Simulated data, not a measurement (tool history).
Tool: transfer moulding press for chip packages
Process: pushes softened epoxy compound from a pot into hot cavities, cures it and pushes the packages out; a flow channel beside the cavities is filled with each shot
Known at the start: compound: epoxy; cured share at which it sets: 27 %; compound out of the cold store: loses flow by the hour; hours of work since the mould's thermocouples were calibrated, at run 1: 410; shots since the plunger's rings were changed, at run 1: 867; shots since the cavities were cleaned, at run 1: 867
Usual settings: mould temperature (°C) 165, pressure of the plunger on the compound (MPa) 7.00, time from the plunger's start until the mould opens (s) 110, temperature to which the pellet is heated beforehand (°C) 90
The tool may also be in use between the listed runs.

run	day	mould temperature (°C)	pressure of the plunger on the compound (MPa)	time from the plunger's start until the mould opens (s)	temperature to which the pellet is heated beforehand (°C)	hours of work since the mould's thermocouples were calibrated	shots since the plunger's rings were changed	shots since the cavities were cleaned	incoming compound's hours out of the cold store	length that the compound runs in the flow channel (mm)	greatest force on the pins that push the packages out (N)
1	0.000	165	7.00	110	90	410	867	867	41.3	778	445
# day 1.592: cavities cleaned with cleaning compound and waxed
2	1.700	165	7.00	110	90	430	1176	20	32.8	819	253
# day 3.717: mould's thermocouples calibrated
3	3.929	165	7.00	110	90	3	1582	426	13.1	915	412
4	5.362	165	7.00	110	90	20	1852	696	27.7	826	442
5	7.367	165	7.00	110	90	45	2231	1075	47.8	726	478
# day 7.817: cavities cleaned with cleaning compound and waxed
6	9.183	165	7.00	110	100	66	2562	258	18.4	870	339
7	11.267	165	7.00	110	90	92	2955	651	38.4	761	410
8	13.204	165	7.49	110	90	115	3321	1017	41.1	768	479
# day 14.021: cavities cleaned with cleaning compound and waxed
# day 14.217: mould's thermocouples calibrated, once more
9	14.950	171	7.00	110	90	9	3623	160	23.9	804	237
10	16.108	171	7.00	110	90	23	3842	379	18.7	833	294
# day 17.396: plunger's sealing rings changed
11	18.004	171	7.00	110	90	45	115	717	41.0	779	346
12	19.462	165	7.00	110	90	63	391	993	35.2	814	462
# day 20.367: cavities cleaned with cleaning compound and waxed
13	21.483	159	7.00	110	90	87	761	211	13.0	940	476
14	23.154	159	7.00	110	90	107	1076	526	17.2	904	621
15	25.375	159	7.00	110	90	134	1495	945	46.7	750	615
# day 26.600: cavities cleaned with cleaning compound and waxed
16	27.108	172	7.18	116	82	155	1811	96	25.1	841	221
17	28.879	160	7.18	96	82	176	2145	430	12.0	934	733
18	30.067	170	7.37	131	81	191	2369	654	12.2	921	329
19	31.267	170	7.37	140	81	206	2596	881	22.5	858	342
# day 32.767: cavities cleaned with cleaning compound and waxed
20	33.629	170	5.62	140	81	234	3030	162	29.3	719	217
21	35.508	164	5.80	99	84	257	3385	517	41.5	674	492
22	37.742	164	5.80	99	84	284	3806	938	25.2	741	607
# day 39.000: cavities cleaned with cleaning compound and waxed
23	39.067	164	5.80	99	84	299	4045	13	40.0	674	310
# day 39.317: plunger's sealing rings changed
24	40.833	165	7.00	108	86	320	286	327	28.2	854	357
25	42.933	165	7.00	108	86	345	683	724	44.2	772	421
26	44.604	165	7.00	108	86	366	998	1039	26.6	859	506
# day 45.396: cavities cleaned with cleaning compound and waxed
27	46.725	165	7.00	108	86	391	1386	250	25.9	853	342

Forecast each of these 3 alternatives for the next run:
A	47.862	165	5.72	142	82	405	1601	465	16.3	?	?
B	47.862	165	7.86	92	94	405	1601	465	19.0	?	?
C	47.862	165	5.60	108	86	405	1601	465	37.3	?	?

run	length that the compound runs in the flow channel (mm)	greatest force on the pins that push the packages out (N)
A	811	309
B	924	546
C	705	384
Without the tool's hidden state the same runs would have given:
run	length that the compound runs in the flow channel (mm)	greatest force on the pins that push the packages out (N)
A	833	187
B	949	323
C	724	230
